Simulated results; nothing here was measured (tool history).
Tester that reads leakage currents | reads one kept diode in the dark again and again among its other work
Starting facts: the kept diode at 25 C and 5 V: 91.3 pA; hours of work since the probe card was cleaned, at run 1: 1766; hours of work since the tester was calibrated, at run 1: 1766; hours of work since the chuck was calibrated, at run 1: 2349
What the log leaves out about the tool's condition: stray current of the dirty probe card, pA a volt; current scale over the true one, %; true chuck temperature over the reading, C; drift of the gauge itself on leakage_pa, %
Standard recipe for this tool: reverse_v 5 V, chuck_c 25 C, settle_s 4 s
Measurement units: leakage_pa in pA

run,hour,reverse_v,chuck_c,settle_s,hours of work since the probe card was cleaned,hours of work since the tester was calibrated,hours of work since the chuck was calibrated,leakage_pa
1,0,5,25,4,1766,1766,2349,89.21
2,58.4,5,25,4,1803,1803,2386,89.78
3,129,5,25,4,1847,1847,2431,89.81
# hour 146.6: chuck's temperature calibrated
4,221.7,5,25,4,1905,1905,47,98.84
5,297.2,5,25,3.99,1952,1952,95,98.89
6,343.4,5,25,3.99,1981,1981,124,98.61
7,403.3,5,25,3.99,2019,2019,162,99.01
8,476.6,5,25,4,2065,2065,208,98.75
9,532.5,4.13,25,4,2100,2100,243,91.4
10,583.4,4.13,25,4,2132,2132,275,91.01
11,625.6,5,25,4,2159,2159,302,98.65
12,710.1,5,25,4,2212,2212,355,98.72
13,790.7,5,25,4,2263,2263,406,98.81
14,837.5,5,25,4,2293,2293,435,98.74
15,914.3,5,25,4,2341,2341,484,98.4
16,964.1,5,25,4,2372,2372,515,98.61
17,1022.4,2.36,25,4,2409,2409,552,73.34
18,1113.6,8.65,25,4,2467,2467,609,123.78
19,1157.8,5.53,29,4,2494,2494,637,141.54
20,1197.6,5.53,48,2.34,2519,2519,662,628.41
21,1242.7,6.81,29,4,2548,2548,691,153.59
22,1294,6.81,32,4,2580,2580,723,194.52
23,1391.2,1.89,47,0.45,2641,2641,784,397.74
24,1467.4,1.35,25,3.69,2689,2689,832,59.07
25,1515.9,1.35,25,3.69,2720,2720,863,58.64
26,1570.1,1.35,25,0.35,2754,2754,897,60.13
27,1627.5,1.35,25,0.35,2790,2790,933,59.84
28,1691.4,1.35,25,0.35,2831,2831,973,60.29
29,1734.6,1.35,25,0.35,2858,2858,1001,60.11
30,1801.5,12.27,23,1.09,2900,2900,1043,129.88
31,1898.1,12.27,23,1.09,2961,2961,1104,130.52
# hour 1939.7: probe card cleaned and baked
# hour 1941.7: tester calibrated
32,1993.6,1.81,34,0.87,33,33,1161,133.17
33,2073.2,5,35,4.18,83,83,1211,204.16
34,2168.7,17.32,40,6.85,143,143,1271,474.39
35,2216.3,1.4,41,2.28,173,173,1301,214.36
36,2260.4,15.97,27,6.53,201,201,1329,156.47

For each entry between runs, how does the tool's hidden state at the last listed run before it compare with that at the first listed run after it?
In the gap between runs 3 and 4: chuck's temperature calibrated (hour 146.6)
  stray current of the dirty probe card, pA a volt: 1.326 -> 1.367; current scale over the true one, %: 0.71 -> 0.74; true chuck temperature over the reading, C: -1.22 -> -0.09
  measured value less the no-hidden-state value, leakage_pa: -2.28 -> +6.77 pA
In the gap between runs 31 and 32: probe card cleaned and baked (hour 1939.7); tester calibrated (hour 1941.7)
  stray current of the dirty probe card, pA a volt: 2.109 -> 0.051; current scale over the true one, %: 1.15 -> 0.03; true chuck temperature over the reading, C: -0.62 -> -0.65
  measured value less the no-hidden-state value, leakage_pa: +21.47 -> -7.36 pA

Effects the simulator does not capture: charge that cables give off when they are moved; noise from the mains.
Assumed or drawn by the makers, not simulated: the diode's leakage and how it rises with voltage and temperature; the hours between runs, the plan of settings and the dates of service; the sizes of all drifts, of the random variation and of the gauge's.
